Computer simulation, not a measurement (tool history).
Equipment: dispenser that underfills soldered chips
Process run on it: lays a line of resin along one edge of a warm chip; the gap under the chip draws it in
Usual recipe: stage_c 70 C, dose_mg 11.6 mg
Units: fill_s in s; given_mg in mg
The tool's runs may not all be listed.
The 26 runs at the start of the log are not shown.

run,hour,stage_c,dose_mg,hours of work since the syringe was changed,hours of work since the valve was cleaned,hours of work since the stage was calibrated,fill_s,given_mg
27,125.7,77,9.9,9,57,159,107.3,9.47
# hour 127.7: new syringe of resin
28,131.1,77,9.9,2,60,162,84.1,9.26
29,136.6,81,10.5,6,64,166,77.9,9.94
# hour 142.1: new syringe of resin
30,142.7,70,11.9,0,68,170,102.1,11.26
31,147.3,64,11.8,4,72,173,151.5,10.99
32,151.3,72,10.6,6,74,176,117.3,9.81
# hour 154: dispensing valve cleaned and set on the balance
33,155.6,69,11.1,9,1,179,141.8,11
# hour 157.7: new syringe of resin
34,160.5,69,11.1,2,4,182,117.2,11.18
35,164.9,78,12.7,5,7,185,83.1,12.61
36,170.2,78,14.3,9,11,189,91.8,14.23
# hour 172.2: new syringe of resin
37,174.4,78,14.3,2,14,191,73.3,14.05

Each row is a separate what-if for the run after 37, all from the same tool condition, not one after another. Results?
A,179.5,56,13.6,5,17,195,?,?
B,179.5,83,11.6,5,17,195,?,?
C,179.5,77,12.3,5,17,195,?,?

run,fill_s,given_mg
A,223.5,13.3
B,67.8,11.45
C,86.1,12.04
The same runs, with their run-to-run variation unchanged, on a tool lacking any hidden condition would have given:
run,fill_s,given_mg
A,199.2,13.5
B,59.9,11.62
C,76.3,12.22

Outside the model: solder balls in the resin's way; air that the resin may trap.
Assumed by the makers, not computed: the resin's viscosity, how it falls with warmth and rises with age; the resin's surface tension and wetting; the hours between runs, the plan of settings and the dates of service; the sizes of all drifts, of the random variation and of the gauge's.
